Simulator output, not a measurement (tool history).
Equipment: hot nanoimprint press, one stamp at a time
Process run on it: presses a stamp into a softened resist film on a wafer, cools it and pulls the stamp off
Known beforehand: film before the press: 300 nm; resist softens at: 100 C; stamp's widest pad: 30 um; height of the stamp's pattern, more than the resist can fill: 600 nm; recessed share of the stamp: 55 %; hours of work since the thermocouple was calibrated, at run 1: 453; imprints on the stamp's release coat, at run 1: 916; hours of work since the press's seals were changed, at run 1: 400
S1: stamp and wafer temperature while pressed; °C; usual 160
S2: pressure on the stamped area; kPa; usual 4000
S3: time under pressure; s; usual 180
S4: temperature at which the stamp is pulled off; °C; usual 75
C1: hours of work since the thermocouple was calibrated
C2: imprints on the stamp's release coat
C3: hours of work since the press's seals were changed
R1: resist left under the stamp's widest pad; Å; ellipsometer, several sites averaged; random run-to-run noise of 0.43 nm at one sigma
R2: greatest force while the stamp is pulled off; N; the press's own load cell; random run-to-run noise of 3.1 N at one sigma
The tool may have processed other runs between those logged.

| run | hour | S1 | S2 | S3 | S4 | C1 | C2 | C3 | R1 | R2 |
|---|---|---|---|---|---|---|---|---|---|---|
| 1 | 0 | 160 | 4000 | 180 | 75 | 453 | 916 | 400 | 1364 | 193 |
| 2 | 8 | 160 | 4000 | 180 | 75 | 459 | 936 | 406 | 1355 | 192 |
| 3 | 15.1 | 160 | 4000 | 180 | 75 | 464 | 954 | 411 | 1358 | 186 |
|  | 26 | plate thermocouple calibrated |
| 4 | 31.4 | 160 | 4000 | 180 | 75 | 4 | 988 | 421 | 1441 | 203 |
| 5 | 37.5 | 160 | 4000 | 180 | 75 | 8 | 1004 | 425 | 1437 | 197 |
| 6 | 44.9 | 160 | 4000 | 180 | 75 | 14 | 1023 | 430 | 1428 | 202 |
| 7 | 56 | 152 | 4000 | 180 | 75 | 22 | 1052 | 438 | 1878 | 202 |
| 8 | 66.2 | 160 | 4000 | 180 | 64 | 29 | 1078 | 446 | 1432 | 225 |
| 9 | 76.9 | 160 | 4000 | 180 | 64 | 37 | 1105 | 453 | 1436 | 228 |
| 10 | 89.8 | 160 | 4000 | 180 | 75 | 46 | 1138 | 462 | 1421 | 198 |
| 11 | 100.8 | 160 | 2640 | 180 | 75 | 54 | 1167 | 470 | 1741 | 203 |
| 12 | 114.5 | 160 | 2640 | 180 | 75 | 63 | 1202 | 480 | 1741 | 208 |
| 13 | 124.9 | 160 | 4000 | 180 | 75 | 71 | 1229 | 488 | 1434 | 218 |
| 14 | 133.2 | 160 | 4000 | 180 | 75 | 77 | 1250 | 494 | 1426 | 212 |
| 15 | 139.8 | 160 | 4000 | 180 | 75 | 82 | 1267 | 498 | 1426 | 208 |
| 16 | 151.9 | 160 | 4000 | 180 | 75 | 90 | 1298 | 507 | 1420 | 221 |
| 17 | 165.6 | 160 | 4000 | 180 | 75 | 100 | 1333 | 517 | 1424 | 210 |
| 18 | 175.6 | 168 | 4000 | 303 | 80 | 107 | 1359 | 524 | 903 | 191 |
|  | 187 | press's hydraulic seals changed and the load cell set to zero |
| 19 | 192.8 | 168 | 4000 | 285 | 81 | 114 | 1382 | 4 | 899 | 205 |
| 20 | 202.3 | 165 | 4000 | 285 | 65 | 121 | 1407 | 11 | 1000 | 245 |
| 21 | 211.3 | 165 | 2510 | 231 | 81 | 127 | 1430 | 17 | 1383 | 205 |
| 22 | 224.9 | 165 | 2680 | 231 | 62 | 137 | 1465 | 27 | 1326 | 253 |
| 23 | 236.2 | 168 | 2680 | 97 | 62 | 145 | 1494 | 35 | 1613 | 257 |

Estimate the outcome of run 24 from the log above:
| 24 | 246 | 168 | 2680 | 97 | 62 | 152 | 1519 | 42 | ? | ? |

R1: 1616 Å
R2: 255 N
The same run, on a tool lacking any hidden state, would have yielded R1 1645 Å, R2 168 N.
